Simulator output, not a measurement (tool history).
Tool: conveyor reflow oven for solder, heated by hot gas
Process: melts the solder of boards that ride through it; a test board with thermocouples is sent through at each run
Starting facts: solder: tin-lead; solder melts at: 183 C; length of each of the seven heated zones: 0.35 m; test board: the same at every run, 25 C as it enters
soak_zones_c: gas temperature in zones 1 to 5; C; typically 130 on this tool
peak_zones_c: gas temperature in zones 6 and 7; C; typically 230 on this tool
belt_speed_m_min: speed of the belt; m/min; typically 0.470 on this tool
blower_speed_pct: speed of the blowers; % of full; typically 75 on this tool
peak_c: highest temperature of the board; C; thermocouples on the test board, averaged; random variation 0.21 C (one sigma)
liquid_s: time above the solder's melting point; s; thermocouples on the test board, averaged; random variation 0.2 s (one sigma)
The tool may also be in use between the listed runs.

Run 1, hour 0.0: usual settings. Result: peak_c 214.9 C, liquid_s 62.2 s.
Run 2, hour 27.7: usual settings. Result: peak_c 215.1 C, liquid_s 62.5 s.
Run 3, hour 46.8: usual settings. Result: peak_c 215.0 C, liquid_s 62.2 s.
Run 4, hour 73.5: usual settings. Result: peak_c 215.0 C, liquid_s 62.1 s.
Run 5, hour 103.4: usual settings but soak_zones_c 138 C. Result: peak_c 216.8 C, liquid_s 67.0 s.
Run 6, hour 125.4: usual settings but soak_zones_c 138 C. Result: peak_c 216.9 C, liquid_s 66.6 s.
Run 7, hour 160.1: usual settings but blower_speed_pct 79 % of full. Result: peak_c 216.3 C, liquid_s 63.9 s.
Run 8, hour 195.7: usual settings. Result: peak_c 215.2 C, liquid_s 62.3 s.
Run 9, hour 223.4: usual settings. Result: peak_c 214.6 C, liquid_s 62.2 s.
At hour 235.1: belt drive overhauled, speed set with a stopwatch.
Run 10, hour 254.4: usual settings. Result: peak_c 214.7 C, liquid_s 62.0 s.
Run 11, hour 271.0: usual settings but soak_zones_c 141 C. Result: peak_c 216.8 C, liquid_s 68.0 s.
Run 12, hour 295.2: usual settings but soak_zones_c 141 C. Result: peak_c 216.8 C, liquid_s 68.3 s.
Run 13, hour 326.6: usual settings but soak_zones_c 141 C. Result: peak_c 216.6 C, liquid_s 68.3 s.
Run 14, hour 365.6: usual settings but belt_speed_m_min 0.509 m/min. Result: peak_c 212.5 C, liquid_s 54.6 s.
Run 15, hour 392.5: usual settings but belt_speed_m_min 0.509 m/min. Result: peak_c 212.7 C, liquid_s 54.5 s.
Run 16, hour 415.4: usual settings but soak_zones_c 129 C, peak_zones_c 222 C, belt_speed_m_min 0.422 m/min. Result: peak_c 210.3 C, liquid_s 66.0 s.
At hour 442.3: flux residue cleaned out of gas plates and filters.
Run 17, hour 456.8: usual settings but soak_zones_c 129 C, peak_zones_c 222 C, belt_speed_m_min 0.422 m/min. Result: peak_c 210.7 C, liquid_s 66.0 s.
Run 18, hour 486.7: usual settings but soak_zones_c 129 C, peak_zones_c 222 C, belt_speed_m_min 0.422 m/min. Result: peak_c 210.9 C, liquid_s 66.1 s.
Run 19, hour 518.6: usual settings but peak_zones_c 228 C, belt_speed_m_min 0.514 m/min, blower_speed_pct 74 % of full. Result: peak_c 209.7 C, liquid_s 51.7 s.
Run 20, hour 543.3: usual settings but soak_zones_c 115 C, belt_speed_m_min 0.489 m/min. Result: peak_c 211.2 C, liquid_s 50.8 s.
Run 21, hour 564.7: usual settings but soak_zones_c 115 C, belt_speed_m_min 0.482 m/min, blower_speed_pct 56 % of full. Result: peak_c 204.2 C, liquid_s 41.0 s.
Run 22, hour 598.3: usual settings but soak_zones_c 139 C, peak_zones_c 245 C, belt_speed_m_min 0.496 m/min, blower_speed_pct 83 % of full. Result: peak_c 230.4 C, liquid_s 72.9 s.
Run 23, hour 622.4: usual settings but peak_zones_c 224 C, belt_speed_m_min 0.394 m/min, blower_speed_pct 83 % of full. Result: peak_c 215.8 C, liquid_s 78.5 s.
Run 24, hour 639.3: usual settings but soak_zones_c 142 C, peak_zones_c 235 C, belt_speed_m_min 0.394 m/min, blower_speed_pct 83 % of full. Result: peak_c 226.8 C, liquid_s 92.9 s.
Run 25, hour 663.5: usual settings but soak_zones_c 142 C, peak_zones_c 235 C, belt_speed_m_min 0.394 m/min, blower_speed_pct 83 % of full. Result: peak_c 227.0 C, liquid_s 92.8 s.
Run 26, hour 697.8: usual settings but soak_zones_c 117 C, peak_zones_c 237 C, belt_speed_m_min 0.405 m/min, blower_speed_pct 59 % of full. Result: peak_c 218.8 C, liquid_s 71.0 s.
Run 27, hour 726.5: usual settings but soak_zones_c 117 C, peak_zones_c 237 C, belt_speed_m_min 0.405 m/min, blower_speed_pct 59 % of full. Result: peak_c 218.4 C, liquid_s 71.1 s.
Run 28, hour 758.9: usual settings but soak_zones_c 117 C, peak_zones_c 237 C, belt_speed_m_min 0.405 m/min, blower_speed_pct 59 % of full. Result: peak_c 218.4 C, liquid_s 70.5 s.
Run 29, hour 793.6: usual settings but soak_zones_c 117 C, peak_zones_c 237 C, belt_speed_m_min 0.405 m/min, blower_speed_pct 59 % of full. Result: peak_c 218.6 C, liquid_s 70.8 s.
Run 30, hour 818.0: usual settings but soak_zones_c 138 C, blower_speed_pct 55 % of full. Result: peak_c 209.1 C, liquid_s 57.8 s.

What if the next run were any one of these 4? Each begins from the tool's condition after run 30:
Run A, hour 835.0: usual settings but soak_zones_c 145 C, peak_zones_c 228 C, blower_speed_pct 79 % of full. Result: peak_c ?, liquid_s ?.
Run B, hour 835.0: usual settings but soak_zones_c 134 C, peak_zones_c 223 C, belt_speed_m_min 0.488 m/min, blower_speed_pct 55 % of full. Result: peak_c ?, liquid_s ?.
Run C, hour 835.0: usual settings but soak_zones_c 133 C, belt_speed_m_min 0.450 m/min, blower_speed_pct 55 % of full. Result: peak_c ?, liquid_s ?.
Run D, hour 835.0: usual settings but belt_speed_m_min 0.427 m/min. Result: peak_c ?, liquid_s ?.

run  peak_c  liquid_s
  A   216.2      70.1
  B   201.8      43.6
  C   209.9      59.3
  D   217.8      72.2
Without the tool's hidden state the same runs would have given:
run  peak_c  liquid_s
  A   216.2      70.1
  B   201.8      43.5
  C   209.9      59.2
  D   217.8      72.2
